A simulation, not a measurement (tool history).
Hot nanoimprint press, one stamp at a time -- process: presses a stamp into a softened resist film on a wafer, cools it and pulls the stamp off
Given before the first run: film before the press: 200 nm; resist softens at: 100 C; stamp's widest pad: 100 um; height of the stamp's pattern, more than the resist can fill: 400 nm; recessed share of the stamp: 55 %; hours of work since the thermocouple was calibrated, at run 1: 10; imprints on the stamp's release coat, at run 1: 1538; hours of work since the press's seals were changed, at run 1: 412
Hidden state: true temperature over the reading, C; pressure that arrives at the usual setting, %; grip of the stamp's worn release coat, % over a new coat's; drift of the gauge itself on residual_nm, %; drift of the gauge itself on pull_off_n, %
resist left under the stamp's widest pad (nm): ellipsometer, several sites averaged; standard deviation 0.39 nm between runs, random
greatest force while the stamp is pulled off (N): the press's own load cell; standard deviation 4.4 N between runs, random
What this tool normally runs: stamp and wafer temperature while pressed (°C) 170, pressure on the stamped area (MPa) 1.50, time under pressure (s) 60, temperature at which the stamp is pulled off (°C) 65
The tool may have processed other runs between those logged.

run     day  stamp and wafer temperature while pressed (°C)  pressure on the stamped area (MPa)  time under pressure (s)  temperature at which the stamp is pulled off (°C)  hours of work since the thermocouple was calibrated  imprints on the stamp's release coat  hours of work since the press's seals were changed  resist left under the stamp's widest pad (nm)  greatest force while the stamp is pulled off (N)
  1   0.000                                             170                                1.50                       60                                                 65                                                   10                                  1538                                                 412                                          119.6                                               376
  2   1.179                                             170                                1.50                       60                                                 65                                                   23                                  1611                                                 426                                          119.1                                               389
  3   2.154                                             170                                1.50                       60                                                 65                                                   35                                  1672                                                 437                                          118.7                                               400
  4   3.388                                             170                                1.50                       60                                                 65                                                   49                                  1749                                                 451                                          119.5                                               398
  5   4.679                                             170                                1.50                       60                                                 65                                                   64                                  1829                                                 466                                          119.9                                               421
  6   6.275                                             170                                1.50                       60                                                 65                                                   82                                  1928                                                 485                                          118.8                                               429
  7   7.033                                             170                                1.50                       60                                                 65                                                   91                                  1975                                                 494                                          118.5                                               437
  8   8.025                                             170                                1.50                       60                                                 65                                                  103                                  2036                                                 505                                          118.5                                               436
  9   8.729                                             170                                1.50                       60                                                 65                                                  111                                  2080                                                 513                                          117.9                                               456
 10  10.171                                             170                                1.50                       60                                                 65                                                  127                                  2169                                                 530                                          118.5                                               433
 11  10.996                                             170                                1.50                       60                                                 54                                                  137                                  2220                                                 539                                          118.3                                               518
 12  11.750                                             170                                1.50                       60                                                 65                                                  146                                  2267                                                 548                                          118.5                                               478
 13  12.817                                             170                                1.50                       60                                                 65                                                  158                                  2333                                                 560                                          118.1                                               470
     13.454  -- stamp cleaned and given a new release coat
 14  14.429                                             170                                1.50                       60                                                 65                                                  174                                    60                                                 576                                          117.9                                               215
 15  15.662                                             170                                1.50                       60                                                 65                                                  188                                   137                                                 591                                          117.7                                               229
 16  16.892                                             170                                1.50                      100                                                 65                                                  202                                   213                                                 605                                          100.3                                               234
 17  17.758                                             170                                1.50                       37                                                 65                                                  212                                   267                                                 615                                          135.2                                               237
 18  19.112                                             170                                1.50                       37                                                 65                                                  228                                   351                                                 630                                          135.6                                               240
     19.358  -- plate thermocouple calibrated
 19  20.175                                             167                                1.79                       37                                                 65                                                    9                                   409                                                 641                                          137.4                                               255
 20  21.438                                             168                                2.03                       37                                                 65                                                   24                                   487                                                 656                                          128.1                                               264
 21  22.717                                             170                                1.50                       60                                                 66                                                   39                                   566                                                 671                                          116.0                                               264
 22  24.100                                             170                                1.12                       34                                                 69                                                   55                                   652                                                 687                                          148.5                                               260
 23  25.708                                             170                                1.54                       60                                                 68                                                   73                                   752                                                 705                                          113.6                                               284
 24  26.912                                             174                                0.94                       59                                                 62                                                   87                                   827                                                 719                                          120.8                                               291
     27.529  -- plate thermocouple calibrated, once more
 25  28.350                                             174                                0.94                       59                                                 68                                                    9                                   908                                                 734                                          126.1                                               286
 26  29.612                                             174                                0.94                       59                                                 68                                                   24                                   986                                                 749                                          125.8                                               295
     30.529  -- press's hydraulic seals changed and the load cell set to zero
 27  30.933                                             166                                0.94                       55                                                 68                                                   36                                  1048                                                   5                                          158.6                                               310
 28  32.025                                             164                                1.21                      101                                                 63                                                   48                                  1116                                                  17                                          137.9                                               326
 29  33.188                                             164                                1.21                      101                                                 63                                                   62                                  1188                                                  31                                          137.6                                               346
 30  34.775                                             169                                1.50                       60                                                 65                                                   80                                  1286                                                  49                                          122.5                                               349

4 options for the next run, each taken on its own from the tool as it stands now. Forecast them:
  A  36.350                                             181                                1.50                       67                                                 58                                                   98                                  1384                                                  67                                              ?                                                 ?
  B  36.350                                             164                                1.50                       48                                                 56                                                   98                                  1384                                                  67                                              ?                                                 ?
  C  36.350                                             170                                1.50                       32                                                 65                                                   98                                  1384                                                  67                                              ?                                                 ?
  D  36.350                                             169                                1.50                       60                                                 59                                                   98                                  1384                                                  67                                              ?                                                 ?

run  resist left under the stamp's widest pad (nm)  greatest force while the stamp is pulled off (N)
  A                                           73.8                                               382
  B                                          151.8                                               395
  C                                          140.0                                               352
  D                                          122.0                                               392
Without the tool's hidden state the same runs would have given:
run  resist left under the stamp's widest pad (nm)  greatest force while the stamp is pulled off (N)
  A                                           74.8                                               230
  B                                          153.2                                               238
  C                                          141.4                                               211
  D                                          123.5                                               235

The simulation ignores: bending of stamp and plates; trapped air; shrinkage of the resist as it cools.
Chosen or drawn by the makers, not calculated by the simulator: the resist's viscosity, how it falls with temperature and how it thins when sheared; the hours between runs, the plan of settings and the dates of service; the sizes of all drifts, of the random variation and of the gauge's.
